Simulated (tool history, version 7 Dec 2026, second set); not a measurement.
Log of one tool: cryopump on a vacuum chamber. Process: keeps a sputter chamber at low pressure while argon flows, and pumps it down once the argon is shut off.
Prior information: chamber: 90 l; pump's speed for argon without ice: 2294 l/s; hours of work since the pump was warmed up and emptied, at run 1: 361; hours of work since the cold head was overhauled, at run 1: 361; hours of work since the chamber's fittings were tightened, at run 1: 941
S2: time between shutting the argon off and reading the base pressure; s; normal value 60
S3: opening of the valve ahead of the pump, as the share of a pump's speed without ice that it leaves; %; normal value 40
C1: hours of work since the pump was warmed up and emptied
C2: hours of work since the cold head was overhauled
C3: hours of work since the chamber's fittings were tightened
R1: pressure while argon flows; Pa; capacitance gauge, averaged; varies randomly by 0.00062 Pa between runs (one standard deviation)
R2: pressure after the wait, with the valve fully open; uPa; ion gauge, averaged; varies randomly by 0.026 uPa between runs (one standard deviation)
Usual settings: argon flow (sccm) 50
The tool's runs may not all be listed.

Run 1, hour 0: usual settings; C1 361; C2 361; C3 941. Result: R1 0.0951 Pa, R2 1.32 uPa.
Run 2, hour 29.3: usual settings; C1 374; C2 374; C3 954. Result: R1 0.0959 Pa, R2 1.31 uPa.
Run 3, hour 51.6: usual settings; C1 384; C2 384; C3 964. Result: R1 0.0954 Pa, R2 1.35 uPa.
Run 4, hour 65.8: usual settings but argon flow (sccm) 45; C1 391; C2 391; C3 971. Result: R1 0.0854 Pa, R2 1.3 uPa.
Run 5, hour 92.1: usual settings; C1 403; C2 403; C3 983. Result: R1 0.0957 Pa, R2 1.26 uPa.
Run 6, hour 115.3: usual settings but argon flow (sccm) 42; C1 413; C2 413; C3 993. Result: R1 0.0802 Pa, R2 1.29 uPa.
Run 7, hour 141: usual settings but argon flow (sccm) 42; C1 425; C2 425; C3 1005. Result: R1 0.0808 Pa, R2 1.38 uPa.
Run 8, hour 154: usual settings but S2 33 s; C1 431; C2 431; C3 1011. Result: R1 0.0962 Pa, R2 2.07 uPa.
Run 9, hour 180.3: usual settings; C1 443; C2 443; C3 1023. Result: R1 0.0963 Pa, R2 1.29 uPa.
Run 10, hour 208.3: usual settings; C1 456; C2 456; C3 1036. Result: R1 0.0961 Pa, R2 1.32 uPa.
Run 11, hour 226.2: usual settings; C1 464; C2 464; C3 1044. Result: R1 0.0956 Pa, R2 1.34 uPa.
Run 12, hour 244: usual settings; C1 472; C2 472; C3 1052. Result: R1 0.096 Pa, R2 1.32 uPa.
Run 13, hour 268.6: usual settings; C1 484; C2 484; C3 1064. Result: R1 0.0967 Pa, R2 1.35 uPa.
Run 14, hour 286.7: usual settings; C1 492; C2 492; C3 1072. Result: R1 0.0974 Pa, R2 1.33 uPa.
Run 15, hour 302.8: usual settings; C1 499; C2 499; C3 1079. Result: R1 0.0966 Pa, R2 1.36 uPa.
Run 16, hour 328: usual settings; C1 511; C2 511; C3 1091. Result: R1 0.0978 Pa, R2 1.31 uPa.
Run 17, hour 349.8: usual settings; C1 521; C2 521; C3 1101. Result: R1 0.0979 Pa, R2 1.35 uPa.
Run 18, hour 378.1: usual settings but S2 26 s; C1 534; C2 534; C3 1114. Result: R1 0.0975 Pa, R2 2.7 uPa.
Run 19, hour 392.5: usual settings but argon flow (sccm) 56, S2 105 s; C1 540; C2 540; C3 1120. Result: R1 0.1086 Pa, R2 0.89 uPa.
Run 20, hour 422.1: usual settings but S3 49 %; C1 554; C2 554; C3 1134. Result: R1 0.0803 Pa, R2 1.32 uPa.
Run 21, hour 437.4: usual settings but S3 49 %; C1 561; C2 561; C3 1141. Result: R1 0.0808 Pa, R2 1.32 uPa.
Run 22, hour 466.1: usual settings but S2 41 s, S3 31 %; C1 574; C2 574; C3 1154. Result: R1 0.1233 Pa, R2 1.84 uPa.
Run 23, hour 486.3: usual settings but argon flow (sccm) 88, S2 21 s, S3 47 %; C1 583; C2 583; C3 1163. Result: R1 0.1476 Pa, R2 3.22 uPa.
Run 24, hour 512.5: usual settings but argon flow (sccm) 79, S2 33 s, S3 44 %; C1 595; C2 595; C3 1175. Result: R1 0.1403 Pa, R2 2.18 uPa.
Run 25, hour 540.7: usual settings but argon flow (sccm) 79, S2 33 s, S3 44 %; C1 608; C2 608; C3 1188. Result: R1 0.1418 Pa, R2 2.16 uPa.
Run 26, hour 562.7: usual settings but argon flow (sccm) 27, S2 28 s, S3 24 %; C1 618; C2 618; C3 1198. Result: R1 0.087 Pa, R2 2.49 uPa.
Run 27, hour 587: usual settings but argon flow (sccm) 27, S2 28 s, S3 24 %; C1 629; C2 629; C3 1209. Result: R1 0.0861 Pa, R2 2.46 uPa.
Run 28, hour 610: usual settings but argon flow (sccm) 46, S2 28 s, S3 24 %; C1 640; C2 640; C3 1220. Result: R1 0.1464 Pa, R2 2.54 uPa.
Run 29, hour 628.4: usual settings but argon flow (sccm) 30, S2 31 s, S3 24 %; C1 648; C2 648; C3 1228. Result: R1 0.0962 Pa, R2 2.32 uPa.
Run 30, hour 654.4: usual settings but argon flow (sccm) 36, S3 25 %; C1 660; C2 660; C3 1240. Result: R1 0.1103 Pa, R2 1.33 uPa.
Run 31, hour 682.8: usual settings but argon flow (sccm) 56, S2 182 s, S3 31 %; C1 673; C2 673; C3 1253. Result: R1 0.1404 Pa, R2 0.71 uPa.
Run 32, hour 701: usual settings but argon flow (sccm) 95, S3 15 %; C1 681; C2 681; C3 1261. Result: R1 0.4826 Pa, R2 1.4 uPa.
Run 33, hour 730.2: usual settings but argon flow (sccm) 23, S2 117 s, S3 41 %; C1 695; C2 695; C3 1275. Result: R1 0.0452 Pa, R2 0.92 uPa.
Run 34, hour 744: usual settings but argon flow (sccm) 35, S2 49 s, S3 24 %; C1 701; C2 701; C3 1281. Result: R1 0.1113 Pa, R2 1.58 uPa.
Run 35, hour 769: usual settings but argon flow (sccm) 45, S2 49 s, S3 24 %; C1 713; C2 713; C3 1293. Result: R1 0.1456 Pa, R2 1.59 uPa.

What would each run have given without the hidden state, its run-to-run variation left as it was?
Hidden state at play: pump's speed, % of a pump's without ice; cold plate's temperature, K; leak into the chamber, uPa l/s; drift of the gauge itself on working_pa, %; drift of the gauge itself on base_upa, %.
run      R1    R2
  1  0.0916  1.15
  2  0.0923  1.14
  3  0.0917  1.18
  4   0.082  1.13
  5  0.0918  1.09
  6  0.0769  1.12
  7  0.0774  1.19
  8   0.092  1.89
  9   0.092  1.11
 10  0.0917  1.13
 11  0.0911  1.15
 12  0.0914  1.13
 13   0.092  1.15
 14  0.0926  1.13
 15  0.0918  1.16
 16  0.0928  1.11
 17  0.0928  1.14
 18  0.0923  2.49
 19  0.1027  0.69
 20  0.0748  1.11
 21  0.0753   1.1
 22  0.1177  1.62
 23  0.1376     3
 24  0.1311  1.96
 25  0.1323  1.93
 26  0.0837  2.26
 27  0.0827  2.23
 28  0.1405   2.3
 29  0.0924  2.08
 30  0.1056   1.1
 31  0.1329  0.46
 32  0.4696  1.15
 33  0.0419  0.67
 34  0.1064  1.34
 35  0.1391  1.34
